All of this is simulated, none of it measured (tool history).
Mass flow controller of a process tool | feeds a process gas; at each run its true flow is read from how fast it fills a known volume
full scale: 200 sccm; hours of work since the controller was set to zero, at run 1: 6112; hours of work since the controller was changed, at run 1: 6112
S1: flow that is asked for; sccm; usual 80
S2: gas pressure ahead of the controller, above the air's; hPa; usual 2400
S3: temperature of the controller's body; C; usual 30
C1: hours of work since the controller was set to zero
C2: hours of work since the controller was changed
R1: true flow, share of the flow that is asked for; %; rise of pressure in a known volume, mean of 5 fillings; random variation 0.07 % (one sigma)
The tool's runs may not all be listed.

Run 1, day 0: usual settings; C1 6112; C2 6112. Result: R1 101.5 %.
Run 2, day 8.462: usual settings; C1 6224; C2 6224. Result: R1 101.56 %.
Run 3, day 19.9: usual settings; C1 6375; C2 6375. Result: R1 101.68 %.
Run 4, day 27.817: usual settings; C1 6480; C2 6480. Result: R1 101.73 %.
At day 32.196: controller's zero set anew.
Run 5, day 37.862: usual settings but S3 33 C; C1 75; C2 6612. Result: R1 100.06 %.
Run 6, day 48.8: usual settings but S3 33 C; C1 219; C2 6757. Result: R1 99.82 %.
Run 7, day 57.3: usual settings but S2 1730 hPa; C1 332; C2 6869. Result: R1 99.92 %.
Run 8, day 68.721: usual settings; C1 483; C2 7020. Result: R1 100.21 %.
Run 9, day 76.942: usual settings; C1 591; C2 7129. Result: R1 100.27 %.
Run 10, day 87.904: usual settings; C1 736; C2 7274. Result: R1 100.16 %.
Run 11, day 94.7: usual settings; C1 826; C2 7364. Result: R1 100.41 %.
Run 12, day 103.217: usual settings; C1 939; C2 7476. Result: R1 100.45 %.
Run 13, day 111.646: usual settings; C1 1050; C2 7588. Result: R1 100.66 %.
Run 14, day 121.729: usual settings; C1 1183; C2 7721. Result: R1 100.48 %.
Run 15, day 127.046: usual settings but S2 2590 hPa; C1 1254; C2 7791. Result: R1 100.75 %.
Run 16, day 133.175: usual settings but S1 74 sccm, S2 2470 hPa, S3 39 C; C1 1335; C2 7872. Result: R1 100.31 %.
Run 17, day 138.533: usual settings but S3 20 C; C1 1406; C2 7943. Result: R1 101.17 %.
Run 18, day 149.992: usual settings but S1 58 sccm, S2 1610 hPa, S3 24 C; C1 1557; C2 8095. Result: R1 100.63 %.
Run 19, day 160.167: usual settings but S1 59 sccm, S2 1420 hPa, S3 24 C; C1 1692; C2 8229. Result: R1 100.37 %.
Run 20, day 168.612: usual settings but S1 59 sccm, S2 1620 hPa, S3 27 C; C1 1803; C2 8341. Result: R1 100.61 %.
Run 21, day 177.371: usual settings but S1 59 sccm, S2 1620 hPa, S3 27 C; C1 1919; C2 8456. Result: R1 100.63 %.
Run 22, day 184.954: usual settings but S1 59 sccm, S2 1620 hPa, S3 27 C; C1 2019; C2 8557. Result: R1 100.75 %.
Run 23, day 193.629: usual settings but S1 129 sccm, S2 2680 hPa, S3 26 C; C1 2134; C2 8671. Result: R1 101.64 %.
Run 24, day 199.708: usual settings but S1 47 sccm, S2 1470 hPa; C1 2214; C2 8752. Result: R1 100.65 %.

Run 25 comes next. What will it give?
Run 25, day 206.9: usual settings but S1 47 sccm, S2 1470 hPa; C1 2309; C2 8847. Result: R1 ?.

Run 25 gave R1 100.9 %.
Without the tool's hidden state the same run would have given R1 98.04 %.

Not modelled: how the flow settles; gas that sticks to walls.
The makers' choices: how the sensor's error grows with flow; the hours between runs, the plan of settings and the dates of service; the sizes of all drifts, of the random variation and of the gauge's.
